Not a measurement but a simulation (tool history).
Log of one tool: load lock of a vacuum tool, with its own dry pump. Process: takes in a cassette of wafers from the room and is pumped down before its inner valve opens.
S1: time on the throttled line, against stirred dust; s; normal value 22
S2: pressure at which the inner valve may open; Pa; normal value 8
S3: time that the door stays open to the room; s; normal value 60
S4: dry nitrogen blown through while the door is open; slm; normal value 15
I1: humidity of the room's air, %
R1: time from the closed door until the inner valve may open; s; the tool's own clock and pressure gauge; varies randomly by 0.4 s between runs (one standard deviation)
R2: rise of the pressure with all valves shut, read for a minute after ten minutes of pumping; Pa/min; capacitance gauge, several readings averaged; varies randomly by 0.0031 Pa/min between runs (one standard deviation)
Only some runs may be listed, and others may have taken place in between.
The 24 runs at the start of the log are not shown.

run    hour  S1  S2   S3  S4    I1    R1     R2
 25  2671.5  42   8   38  15  44.6    61  0.037
 26  2741.7  18   8   60  15    46    42  0.057
 27  2894.7  18   8   60  15    42  41.5  0.049
 28  2981.8  18   8   60  30  43.6  40.8   0.03
 29  3053.3  18   8   60  30  46.2  41.5  0.047
 30  3200.1  12   7   81  15  44.8  36.5  0.067
 31    3300  12   7   81  15  44.6  37.1  0.067
 32  3386.5  12  11   81  11  44.6  35.6  0.075
 33  3483.7  12  11   81  11    43  35.8  0.073
 34  3611.1  12  11   81  11  42.1  34.6  0.074
 35  3735.5  11   7   44  26  39.9  36.1  0.032
 36  3863.6  11   7   68  21  41.3  36.5  0.047
 37  3952.5  43  10  126  15  46.1  61.2  0.087

3 ways to go on from here, each from the tool as it stands after run 37. What would each give?
  A  4094.7  22   8   32   7  44.6   ?   ?
  B  4094.7  31   6   60  13  44.3   ?   ?
  C  4094.7  40   8  126  19  46.8   ?   ?

run    R1     R2
  A  44.4  0.046
  B  52.6  0.056
  C  59.2   0.08
With the hidden condition removed and each run's random variation left untouched, the same runs would have given:
run    R1     R2
  A  44.3  0.046
  B  52.6  0.056
  C  59.2   0.08
